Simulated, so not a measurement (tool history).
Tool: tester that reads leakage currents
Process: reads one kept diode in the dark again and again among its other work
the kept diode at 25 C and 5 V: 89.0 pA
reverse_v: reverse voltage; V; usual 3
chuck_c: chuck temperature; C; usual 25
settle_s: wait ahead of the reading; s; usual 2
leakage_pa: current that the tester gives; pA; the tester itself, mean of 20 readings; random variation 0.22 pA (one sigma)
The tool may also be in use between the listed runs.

{"run": 1, "hour": 0.0, "reverse_v": 3, "chuck_c": 25, "settle_s": 2, "leakage_pa": 73.52}
{"run": 2, "hour": 80.0, "reverse_v": 3.96, "chuck_c": 25, "settle_s": 2, "leakage_pa": 84.68}
{"run": 3, "hour": 225.1, "reverse_v": 3.96, "chuck_c": 25, "settle_s": 2, "leakage_pa": 85.27}
{"run": 4, "hour": 332.2, "reverse_v": 3, "chuck_c": 25, "settle_s": 2, "leakage_pa": 73.31}
{"run": 5, "hour": 455.7, "reverse_v": 3, "chuck_c": 25, "settle_s": 2, "leakage_pa": 73.56}
{"run": 6, "hour": 542.9, "reverse_v": 11.28, "chuck_c": 25, "settle_s": 2, "leakage_pa": 153.28}
{"run": 7, "hour": 636.8, "reverse_v": 14.85, "chuck_c": 33, "settle_s": 4.45, "leakage_pa": 298.64}
{"run": 8, "hour": 771.0, "reverse_v": 14.85, "chuck_c": 33, "settle_s": 4.45, "leakage_pa": 300.51}
{"run": 9, "hour": 839.7, "reverse_v": 4.54, "chuck_c": 59, "settle_s": 4.2, "leakage_pa": 892.48}
{"run": 10, "hour": 941.0, "reverse_v": 4.54, "chuck_c": 59, "settle_s": 4.2, "leakage_pa": 890.63}
{"run": 11, "hour": 1053.9, "reverse_v": 6.75, "chuck_c": 44, "settle_s": 6.51, "leakage_pa": 413.4}
{"run": 12, "hour": 1145.3, "reverse_v": 6.75, "chuck_c": 44, "settle_s": 6.51, "leakage_pa": 412.2}

Not shown: 1 entry that the log had between the listed runs. Between which runs, and how does the tool's hidden state differ before and after?
Between runs 6 and 7: tester calibrated (hour 558.8)
  stray current of the dirty probe card, pA a volt: 2.277 -> 2.336; current scale over the true one, %: 0.27 -> 0.43; true chuck temperature over the reading, C: -0.59 -> -0.61
  measured less the result without the state, leakage_pa: +20 -> +23.38 pA

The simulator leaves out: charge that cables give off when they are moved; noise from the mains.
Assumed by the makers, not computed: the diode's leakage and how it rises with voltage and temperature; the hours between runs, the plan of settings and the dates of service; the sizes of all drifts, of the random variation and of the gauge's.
